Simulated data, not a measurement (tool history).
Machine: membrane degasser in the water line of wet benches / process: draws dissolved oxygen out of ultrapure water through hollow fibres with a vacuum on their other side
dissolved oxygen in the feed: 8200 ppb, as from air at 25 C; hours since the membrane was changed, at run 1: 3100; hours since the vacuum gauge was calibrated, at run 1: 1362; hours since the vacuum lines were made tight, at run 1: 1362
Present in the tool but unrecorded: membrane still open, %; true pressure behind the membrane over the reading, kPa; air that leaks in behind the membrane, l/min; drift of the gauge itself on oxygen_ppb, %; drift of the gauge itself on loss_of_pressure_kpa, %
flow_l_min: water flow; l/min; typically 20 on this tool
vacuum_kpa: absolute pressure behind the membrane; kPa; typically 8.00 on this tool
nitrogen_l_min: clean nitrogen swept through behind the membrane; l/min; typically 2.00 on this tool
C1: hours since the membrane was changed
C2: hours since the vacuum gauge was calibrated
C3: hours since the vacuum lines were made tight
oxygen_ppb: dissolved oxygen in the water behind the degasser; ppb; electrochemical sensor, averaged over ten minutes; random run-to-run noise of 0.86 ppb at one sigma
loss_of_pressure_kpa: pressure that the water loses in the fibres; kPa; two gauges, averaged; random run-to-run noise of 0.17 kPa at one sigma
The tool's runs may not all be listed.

{"run": 1, "hour": 0.0, "flow_l_min": 20, "vacuum_kpa": 8.0, "nitrogen_l_min": 2.0, "C1": 3100, "C2": 1362, "C3": 1362, "oxygen_ppb": 116.1, "loss_of_pressure_kpa": 48.06}
{"run": 2, "hour": 90.0, "flow_l_min": 20, "vacuum_kpa": 8.0, "nitrogen_l_min": 2.0, "C1": 3190, "C2": 1452, "C3": 1452, "oxygen_ppb": 117.6, "loss_of_pressure_kpa": 48.23}
{"run": 3, "hour": 201.7, "flow_l_min": 30, "vacuum_kpa": 8.0, "nitrogen_l_min": 2.0, "C1": 3302, "C2": 1563, "C3": 1563, "oxygen_ppb": 190.8, "loss_of_pressure_kpa": 71.72}
{"run": 4, "hour": 284.4, "flow_l_min": 30, "vacuum_kpa": 8.0, "nitrogen_l_min": 2.0, "C1": 3384, "C2": 1646, "C3": 1646, "oxygen_ppb": 188.6, "loss_of_pressure_kpa": 72.15}
{"run": 5, "hour": 359.5, "flow_l_min": 20, "vacuum_kpa": 8.0, "nitrogen_l_min": 2.45, "C1": 3460, "C2": 1721, "C3": 1721, "oxygen_ppb": 98.0, "loss_of_pressure_kpa": 48.17}
{"run": 6, "hour": 468.3, "flow_l_min": 20, "vacuum_kpa": 8.0, "nitrogen_l_min": 2.0, "C1": 3568, "C2": 1830, "C3": 1830, "oxygen_ppb": 117.1, "loss_of_pressure_kpa": 48.44}
{"run": 7, "hour": 567.4, "flow_l_min": 20, "vacuum_kpa": 8.0, "nitrogen_l_min": 2.0, "C1": 3667, "C2": 1929, "C3": 1929, "oxygen_ppb": 118.4, "loss_of_pressure_kpa": 48.23}
{"run": 8, "hour": 646.2, "flow_l_min": 20, "vacuum_kpa": 8.0, "nitrogen_l_min": 2.0, "C1": 3746, "C2": 2008, "C3": 2008, "oxygen_ppb": 118.6, "loss_of_pressure_kpa": 48.21}
{"run": 9, "hour": 697.1, "flow_l_min": 20, "vacuum_kpa": 8.0, "nitrogen_l_min": 0.98, "C1": 3797, "C2": 2059, "C3": 2059, "oxygen_ppb": 222.6, "loss_of_pressure_kpa": 48.17}
{"run": 10, "hour": 774.0, "flow_l_min": 20, "vacuum_kpa": 8.0, "nitrogen_l_min": 0.98, "C1": 3874, "C2": 2136, "C3": 2136, "oxygen_ppb": 222.9, "loss_of_pressure_kpa": 48.2}
{"run": 11, "hour": 869.0, "flow_l_min": 20, "vacuum_kpa": 8.0, "nitrogen_l_min": 0.98, "C1": 3969, "C2": 2231, "C3": 2231, "oxygen_ppb": 220.0, "loss_of_pressure_kpa": 48.18}
{"run": 12, "hour": 941.6, "flow_l_min": 20, "vacuum_kpa": 8.0, "nitrogen_l_min": 0.98, "C1": 4042, "C2": 2303, "C3": 2303, "oxygen_ppb": 220.8, "loss_of_pressure_kpa": 48.55}
{"run": 13, "hour": 1040.2, "flow_l_min": 20, "vacuum_kpa": 8.0, "nitrogen_l_min": 0.98, "C1": 4140, "C2": 2402, "C3": 2402, "oxygen_ppb": 225.7, "loss_of_pressure_kpa": 48.25}
{"run": 14, "hour": 1098.3, "flow_l_min": 20, "vacuum_kpa": 8.0, "nitrogen_l_min": 2.22, "C1": 4198, "C2": 2460, "C3": 2460, "oxygen_ppb": 109.4, "loss_of_pressure_kpa": 48.01}
{"run": 15, "hour": 1183.7, "flow_l_min": 20, "vacuum_kpa": 8.0, "nitrogen_l_min": 2.22, "C1": 4284, "C2": 2546, "C3": 2546, "oxygen_ppb": 107.8, "loss_of_pressure_kpa": 48.54}
{"run": 16, "hour": 1289.7, "flow_l_min": 20, "vacuum_kpa": 8.0, "nitrogen_l_min": 2.22, "C1": 4390, "C2": 2652, "C3": 2652, "oxygen_ppb": 109.1, "loss_of_pressure_kpa": 48.19}
{"hour": 1301.0, "done": "vacuum gauge calibrated"}
{"run": 17, "hour": 1391.0, "flow_l_min": 20, "vacuum_kpa": 7.47, "nitrogen_l_min": 2.22, "C1": 4491, "C2": 90, "C3": 2752, "oxygen_ppb": 99.6, "loss_of_pressure_kpa": 48.55}
{"run": 18, "hour": 1486.2, "flow_l_min": 16, "vacuum_kpa": 15.33, "nitrogen_l_min": 1.14, "C1": 4586, "C2": 185, "C3": 2847, "oxygen_ppb": 387.0, "loss_of_pressure_kpa": 38.68}
{"run": 19, "hour": 1539.0, "flow_l_min": 16, "vacuum_kpa": 15.33, "nitrogen_l_min": 1.14, "C1": 4639, "C2": 238, "C3": 2900, "oxygen_ppb": 391.4, "loss_of_pressure_kpa": 38.87}
{"run": 20, "hour": 1589.7, "flow_l_min": 16, "vacuum_kpa": 15.33, "nitrogen_l_min": 1.14, "C1": 4689, "C2": 289, "C3": 2951, "oxygen_ppb": 387.8, "loss_of_pressure_kpa": 38.9}
{"run": 21, "hour": 1683.3, "flow_l_min": 16, "vacuum_kpa": 15.33, "nitrogen_l_min": 1.14, "C1": 4783, "C2": 382, "C3": 3045, "oxygen_ppb": 391.8, "loss_of_pressure_kpa": 38.72}
{"run": 22, "hour": 1766.8, "flow_l_min": 16, "vacuum_kpa": 13.13, "nitrogen_l_min": 3.17, "C1": 4866, "C2": 466, "C3": 3128, "oxygen_ppb": 127.6, "loss_of_pressure_kpa": 38.56}
{"hour": 1828.8, "done": "vacuum gauge calibrated, once more"}
{"run": 23, "hour": 1846.4, "flow_l_min": 20, "vacuum_kpa": 7.13, "nitrogen_l_min": 2.77, "C1": 4945, "C2": 18, "C3": 3207, "oxygen_ppb": 72.0, "loss_of_pressure_kpa": 48.4}
{"run": 24, "hour": 1924.3, "flow_l_min": 25, "vacuum_kpa": 7.13, "nitrogen_l_min": 2.77, "C1": 5023, "C2": 95, "C3": 3285, "oxygen_ppb": 95.5, "loss_of_pressure_kpa": 60.26}
{"run": 25, "hour": 1990.0, "flow_l_min": 25, "vacuum_kpa": 7.13, "nitrogen_l_min": 2.77, "C1": 5089, "C2": 161, "C3": 3351, "oxygen_ppb": 95.6, "loss_of_pressure_kpa": 60.62}
{"run": 26, "hour": 2042.8, "flow_l_min": 25, "vacuum_kpa": 11.81, "nitrogen_l_min": 1.8, "C1": 5142, "C2": 214, "C3": 3404, "oxygen_ppb": 283.8, "loss_of_pressure_kpa": 60.36}
{"run": 27, "hour": 2131.8, "flow_l_min": 18, "vacuum_kpa": 8.0, "nitrogen_l_min": 2.0, "C1": 5231, "C2": 303, "C3": 3493, "oxygen_ppb": 105.8, "loss_of_pressure_kpa": 43.59}
{"run": 28, "hour": 2214.7, "flow_l_min": 20, "vacuum_kpa": 19.01, "nitrogen_l_min": 2.0, "C1": 5314, "C2": 386, "C3": 3576, "oxygen_ppb": 361.9, "loss_of_pressure_kpa": 48.5}
{"run": 29, "hour": 2286.5, "flow_l_min": 21, "vacuum_kpa": 9.35, "nitrogen_l_min": 3.26, "C1": 5386, "C2": 458, "C3": 3647, "oxygen_ppb": 101.3, "loss_of_pressure_kpa": 50.84}
{"run": 30, "hour": 2393.7, "flow_l_min": 21, "vacuum_kpa": 9.35, "nitrogen_l_min": 3.26, "C1": 5493, "C2": 565, "C3": 3755, "oxygen_ppb": 100.8, "loss_of_pressure_kpa": 50.8}
{"run": 31, "hour": 2504.9, "flow_l_min": 12, "vacuum_kpa": 13.52, "nitrogen_l_min": 1.18, "C1": 5604, "C2": 676, "C3": 3866, "oxygen_ppb": 245.0, "loss_of_pressure_kpa": 29.03}
{"run": 32, "hour": 2596.5, "flow_l_min": 13, "vacuum_kpa": 8.0, "nitrogen_l_min": 2.9, "C1": 5696, "C2": 768, "C3": 3957, "oxygen_ppb": 53.9, "loss_of_pressure_kpa": 31.58}
{"run": 33, "hour": 2658.4, "flow_l_min": 13, "vacuum_kpa": 8.0, "nitrogen_l_min": 2.9, "C1": 5757, "C2": 830, "C3": 4019, "oxygen_ppb": 54.6, "loss_of_pressure_kpa": 31.4}

How the hidden state differs across the entries between the runs, from the last listed run before each to the first after it:
Run 16 -> run 17: vacuum gauge calibrated (hour 1301.0)
  true pressure behind the membrane over the reading, kPa: 0.15 -> 0.25; air that leaks in behind the membrane, l/min: 0.0057 -> 0.0059
  the result without the hidden state subtracted from the measured one, oxygen_ppb: +4.0 -> +6.0 ppb; loss_of_pressure_kpa: +0.51 -> +0.53 kPa
Run 22 -> run 23: vacuum gauge calibrated, once more (hour 1828.8)
  true pressure behind the membrane over the reading, kPa: 0.27 -> 0.04; air that leaks in behind the membrane, l/min: 0.0065 -> 0.0066
  the result without the hidden state subtracted from the measured one, oxygen_ppb: +4.4 -> +1.4 ppb; loss_of_pressure_kpa: +0.45 -> +0.58 kPa
